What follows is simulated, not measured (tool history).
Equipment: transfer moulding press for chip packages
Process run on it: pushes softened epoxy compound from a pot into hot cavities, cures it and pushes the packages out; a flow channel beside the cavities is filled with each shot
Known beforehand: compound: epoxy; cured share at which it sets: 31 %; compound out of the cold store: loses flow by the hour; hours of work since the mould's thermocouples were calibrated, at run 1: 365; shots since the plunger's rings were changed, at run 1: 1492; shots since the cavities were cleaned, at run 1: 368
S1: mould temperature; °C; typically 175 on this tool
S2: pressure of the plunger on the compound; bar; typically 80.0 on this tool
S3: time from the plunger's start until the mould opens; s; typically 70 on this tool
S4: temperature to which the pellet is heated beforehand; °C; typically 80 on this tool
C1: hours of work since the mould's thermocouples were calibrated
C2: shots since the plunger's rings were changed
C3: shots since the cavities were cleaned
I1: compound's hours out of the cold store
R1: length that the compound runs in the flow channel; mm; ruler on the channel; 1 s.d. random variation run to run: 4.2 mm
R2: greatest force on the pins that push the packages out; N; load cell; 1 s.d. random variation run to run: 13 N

run	hour	S1	S2	S3	S4	C1	C2	C3	I1	R1	R2
1	0.0	175	80.0	70	80	365	1492	368	43.3	556	1043
# hour 17.1: cavities cleaned with cleaning compound and waxed
2	18.4	175	80.0	70	80	371	1645	12	44.0	556	652
3	39.5	175	80.0	70	80	380	1835	202	36.2	565	930
4	52.0	175	80.0	70	80	385	1949	316	18.4	597	1066
# hour 74.6: cavities cleaned with cleaning compound and waxed
5	81.3	175	80.0	70	80	396	2199	60	24.7	585	775
6	94.1	175	69.8	70	80	402	2316	177	44.5	509	845
7	120.7	175	80.0	70	80	412	2555	416	12.9	609	1090
# hour 132.3: cavities cleaned with cleaning compound and waxed
8	151.9	175	80.0	54	80	425	2824	177	17.5	589	1927
9	179.1	175	80.0	54	80	436	3070	423	17.9	592	2313
# hour 189.5: cavities cleaned with cleaning compound and waxed
10	197.3	175	80.0	54	80	442	3220	69	17.6	590	1632
11	222.6	175	80.0	54	80	453	3449	298	33.8	560	1984
12	239.2	175	80.0	54	80	460	3600	449	42.1	526	2199
# hour 246.3: cavities cleaned with cleaning compound and waxed
13	259.8	175	80.0	70	80	467	3772	121	42.5	527	785
14	272.2	175	80.0	70	80	472	3885	234	33.2	549	953
# hour 276.7: mould's thermocouples calibrated
15	302.7	175	80.0	70	80	11	4142	491	36.6	540	1136
# hour 306.3: cavities cleaned with cleaning compound and waxed
# hour 321.3: plunger's sealing rings changed
16	323.6	176	95.3	70	89	17	20	133	16.8	684	773
17	352.3	176	95.3	70	89	29	280	393	40.0	621	939
# hour 367.4: cavities cleaned with cleaning compound and waxed
18	375.3	176	95.3	70	89	38	474	71	25.8	649	688
19	401.0	175	80.0	57	71	48	706	303	39.7	573	1926
# hour 424.9: cavities cleaned with cleaning compound and waxed
20	427.6	175	80.0	57	71	59	933	24	47.6	553	1322

Run 21 is up next; what results do you expect?
# hour 443.0: mould's thermocouples calibrated, once more
21	455.2	172	75.8	97	80	5	1165	256	29.8	?	?

R1: 574 mm
R2: 621 N
With no hidden state in the tool, this same run would have given R1 586 mm, R2 410 N.

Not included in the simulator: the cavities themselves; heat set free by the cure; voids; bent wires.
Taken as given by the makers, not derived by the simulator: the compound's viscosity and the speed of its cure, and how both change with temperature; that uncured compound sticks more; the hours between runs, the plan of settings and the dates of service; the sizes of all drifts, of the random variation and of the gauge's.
